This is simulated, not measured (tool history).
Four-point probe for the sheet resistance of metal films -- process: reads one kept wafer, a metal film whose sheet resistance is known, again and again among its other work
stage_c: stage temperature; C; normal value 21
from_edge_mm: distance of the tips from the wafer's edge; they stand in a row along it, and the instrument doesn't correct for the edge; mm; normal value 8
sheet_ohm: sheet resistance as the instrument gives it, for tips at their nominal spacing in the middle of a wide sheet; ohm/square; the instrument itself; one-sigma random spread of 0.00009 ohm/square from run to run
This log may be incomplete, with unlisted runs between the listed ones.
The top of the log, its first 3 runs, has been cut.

Run 4, hour 366.8: usual settings but from_edge_mm 4 mm. Result: sheet_ohm 0.460660 ohm/square.
Run 5, hour 505.0: usual settings but from_edge_mm 4 mm. Result: sheet_ohm 0.460910 ohm/square.
At hour 575.1: stage's thermometer calibrated.
Run 6, hour 616.3: usual settings but from_edge_mm 4 mm. Result: sheet_ohm 0.462006 ohm/square.
Run 7, hour 716.7: usual settings. Result: sheet_ohm 0.451553 ohm/square.
Run 8, hour 849.5: usual settings but stage_c 26 C. Result: sheet_ohm 0.451184 ohm/square.
Run 9, hour 931.4: usual settings but stage_c 26 C. Result: sheet_ohm 0.451317 ohm/square.
Run 10, hour 1068.4: usual settings but from_edge_mm 5 mm. Result: sheet_ohm 0.457356 ohm/square.
Run 11, hour 1209.3: usual settings but from_edge_mm 5 mm. Result: sheet_ohm 0.457388 ohm/square.
Run 12, hour 1295.6: usual settings but from_edge_mm 5 mm. Result: sheet_ohm 0.457701 ohm/square.
Run 13, hour 1368.7: usual settings but from_edge_mm 5 mm. Result: sheet_ohm 0.457532 ohm/square.
At hour 1430.8: new probe head fitted.
Run 14, hour 1430.8: usual settings but from_edge_mm 4 mm. Result: sheet_ohm 0.458398 ohm/square.
Run 15, hour 1548.9: usual settings but from_edge_mm 68 mm. Result: sheet_ohm 0.444233 ohm/square.
Run 16, hour 1673.2: usual settings but from_edge_mm 68 mm. Result: sheet_ohm 0.444402 ohm/square.
Run 17, hour 1767.7: usual settings but from_edge_mm 68 mm. Result: sheet_ohm 0.444393 ohm/square.
Run 18, hour 1894.2: usual settings but from_edge_mm 68 mm. Result: sheet_ohm 0.444533 ohm/square.
Run 19, hour 1968.6: usual settings but from_edge_mm 68 mm. Result: sheet_ohm 0.444670 ohm/square.
Run 20, hour 2090.9: usual settings but from_edge_mm 68 mm. Result: sheet_ohm 0.444733 ohm/square.
Run 21, hour 2165.0: usual settings but from_edge_mm 68 mm. Result: sheet_ohm 0.444937 ohm/square.
Run 22, hour 2307.3: usual settings. Result: sheet_ohm 0.448697 ohm/square.
Run 23, hour 2405.5: usual settings. Result: sheet_ohm 0.448852 ohm/square.
Run 24, hour 2542.2: usual settings but stage_c 33 C, from_edge_mm 18 mm. Result: sheet_ohm 0.445507 ohm/square.

Forecast run 25:
Run 25, hour 2624.6: usual settings but stage_c 25 C. Result: sheet_ohm ?.

Run 25 produced sheet_ohm 0.448945 ohm/square.
Had the tool carried no hidden state, the very same run would have given sheet_ohm 0.447392 ohm/square.
